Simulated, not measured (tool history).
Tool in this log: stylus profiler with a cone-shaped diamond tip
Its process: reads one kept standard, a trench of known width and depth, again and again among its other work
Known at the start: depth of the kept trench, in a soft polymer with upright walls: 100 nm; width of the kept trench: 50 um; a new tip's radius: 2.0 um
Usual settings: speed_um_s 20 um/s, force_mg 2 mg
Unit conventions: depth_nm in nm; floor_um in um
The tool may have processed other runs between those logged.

run 1 hour=0 | speed_um_s=20 force_mg=2 | depth_nm=100.83 floor_um=48.6
run 2 hour=27.1 | speed_um_s=20 force_mg=2.38 | depth_nm=100.98 floor_um=48.59
run 3 hour=58.9 | speed_um_s=20 force_mg=2.38 | depth_nm=101.08 floor_um=48.64
run 4 hour=78.2 | speed_um_s=20 force_mg=2.38 | depth_nm=101.13 floor_um=48.67
run 5 hour=104.2 | speed_um_s=20 force_mg=2.38 | depth_nm=101.15 floor_um=48.68
run 6 hour=133.3 | speed_um_s=20 force_mg=2.38 | depth_nm=101.02 floor_um=48.66
run 7 hour=165.3 | speed_um_s=20 force_mg=2.38 | depth_nm=101.28 floor_um=48.64
run 8 hour=186.7 | speed_um_s=20 force_mg=2 | depth_nm=100.91 floor_um=48.59
run 9 hour=224.8 | speed_um_s=20 force_mg=2 | depth_nm=101.03 floor_um=48.64
run 10 hour=245.2 | speed_um_s=20 force_mg=2 | depth_nm=101.06 floor_um=48.6
run 11 hour=285 | speed_um_s=13 force_mg=2 | depth_nm=100.83 floor_um=48.7
run 12 hour=316 | speed_um_s=17 force_mg=2 | depth_nm=100.99 floor_um=48.59
run 13 hour=343.3 | speed_um_s=6 force_mg=2 | depth_nm=101.14 floor_um=48.67
run 14 hour=367.5 | speed_um_s=80 force_mg=5.5 | depth_nm=101.97 floor_um=48.44
run 15 hour=384.5 | speed_um_s=64 force_mg=3.6 | depth_nm=101.61 floor_um=48.44
-- hour=387.6 height scale calibrated on a step standard
run 16 hour=408.9 | speed_um_s=64 force_mg=3.6 | depth_nm=101.41 floor_um=48.41
run 17 hour=448.4 | speed_um_s=31 force_mg=5.85 | depth_nm=102.14 floor_um=48.56
run 18 hour=475.8 | speed_um_s=31 force_mg=5.85 | depth_nm=102.06 floor_um=48.58
-- hour=482 height scale calibrated on a step standard, once more
run 19 hour=493.8 | speed_um_s=58 force_mg=2.85 | depth_nm=100.99 floor_um=48.46
run 20 hour=518 | speed_um_s=58 force_mg=2.85 | depth_nm=101.26 floor_um=48.43
run 21 hour=549.4 | speed_um_s=22 force_mg=1.02 | depth_nm=100.62 floor_um=48.61
run 22 hour=577.1 | speed_um_s=22 force_mg=1.02 | depth_nm=100.64 floor_um=48.58
run 23 hour=594.8 | speed_um_s=45 force_mg=2.33 | depth_nm=101.17 floor_um=48.49
run 24 hour=624 | speed_um_s=53 force_mg=1.09 | depth_nm=100.59 floor_um=48.23

A few steps of depth_nm between consecutive runs. Split each: what settings, incoming material and random variation would produce without the hidden state, and what is left over for the hidden state, along with gauge scatter present in only one of the two compared results (measured, and without hidden state):
The hidden state here: radius of the tip, um; height scale over the true one, %; drift of the gauge itself on depth_nm, %; drift of the gauge itself on floor_um, %.
Run 13 -> 14: speed_um_s 6 -> 80, force_mg 2 -> 5.5. depth_nm +0.83 nm: hidden state +0, all else +0.83.
Run 15 -> 16: height scale calibrated on a step standard. depth_nm -0.2 nm: hidden state +0.02, all else -0.22.
Run 18 -> 19: speed_um_s 31 -> 58, force_mg 5.85 -> 2.85, height scale calibrated on a step standard, once more. depth_nm -1.07 nm: hidden state -0.07, all else -1.

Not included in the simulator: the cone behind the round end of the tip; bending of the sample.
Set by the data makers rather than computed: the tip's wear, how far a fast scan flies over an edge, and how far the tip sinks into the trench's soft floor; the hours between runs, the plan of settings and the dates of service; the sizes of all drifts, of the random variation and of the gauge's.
